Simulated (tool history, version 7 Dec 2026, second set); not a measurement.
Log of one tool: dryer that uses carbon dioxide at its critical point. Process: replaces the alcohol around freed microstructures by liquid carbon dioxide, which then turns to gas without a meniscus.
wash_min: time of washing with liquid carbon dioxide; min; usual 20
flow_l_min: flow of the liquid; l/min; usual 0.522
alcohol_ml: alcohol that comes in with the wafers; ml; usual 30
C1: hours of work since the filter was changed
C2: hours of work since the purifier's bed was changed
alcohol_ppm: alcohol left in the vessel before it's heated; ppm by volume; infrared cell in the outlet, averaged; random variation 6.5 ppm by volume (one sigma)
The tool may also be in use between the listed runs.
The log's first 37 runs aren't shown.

Run 38, day 12.462: usual settings but wash_min 18 min, flow_l_min 0.571 l/min; C1 170; C2 371. Result: alcohol_ppm 464 ppm by volume.
Run 39, day 12.804: usual settings but wash_min 29 min, flow_l_min 0.571 l/min, alcohol_ml 80 ml; C1 176; C2 376. Result: alcohol_ppm 213 ppm by volume.
Run 40, day 13.033: usual settings but wash_min 29 min, flow_l_min 0.571 l/min, alcohol_ml 80 ml; C1 179; C2 380. Result: alcohol_ppm 218 ppm by volume.
Run 41, day 13.450: usual settings but wash_min 29 min, flow_l_min 0.338 l/min, alcohol_ml 95 ml; C1 186; C2 387. Result: alcohol_ppm 1610 ppm by volume.
Run 42, day 13.683: usual settings but wash_min 13 min, flow_l_min 0.745 l/min; C1 190; C2 391. Result: alcohol_ppm 542 ppm by volume.
Run 43, day 13.892: usual settings but wash_min 13 min, flow_l_min 0.745 l/min; C1 194; C2 394. Result: alcohol_ppm 554 ppm by volume.
Run 44, day 14.238: usual settings but wash_min 14 min, flow_l_min 0.434 l/min, alcohol_ml 99 ml; C1 199; C2 400. Result: alcohol_ppm 5780 ppm by volume.
Run 45, day 14.462: usual settings but flow_l_min 0.438 l/min, alcohol_ml 43 ml; C1 203; C2 404. Result: alcohol_ppm 1026 ppm by volume.
Run 46, day 14.825: usual settings but wash_min 14 min, flow_l_min 0.487 l/min, alcohol_ml 43 ml; C1 209; C2 410. Result: alcohol_ppm 1989 ppm by volume.

Forecast each of these 4 alternatives for the next run:
Run A, day 15.150: usual settings but wash_min 14 min, flow_l_min 0.501 l/min, alcohol_ml 43 ml; C1 215; C2 415. Result: alcohol_ppm ?.
Run B, day 15.150: usual settings but flow_l_min 0.404 l/min, alcohol_ml 50 ml; C1 215; C2 415. Result: alcohol_ppm ?.
Run C, day 15.150: usual settings but wash_min 30 min, flow_l_min 0.532 l/min, alcohol_ml 74 ml; C1 215; C2 415. Result: alcohol_ppm ?.
Run D, day 15.150: usual settings but flow_l_min 0.481 l/min; C1 215; C2 415. Result: alcohol_ppm ?.

run  alcohol_ppm
  A         1805
  B         1581
  C          261
  D          612
Without the tool's hidden state the same runs would have given:
run  alcohol_ppm
  A         1427
  B         1205
  C           99
  D          392
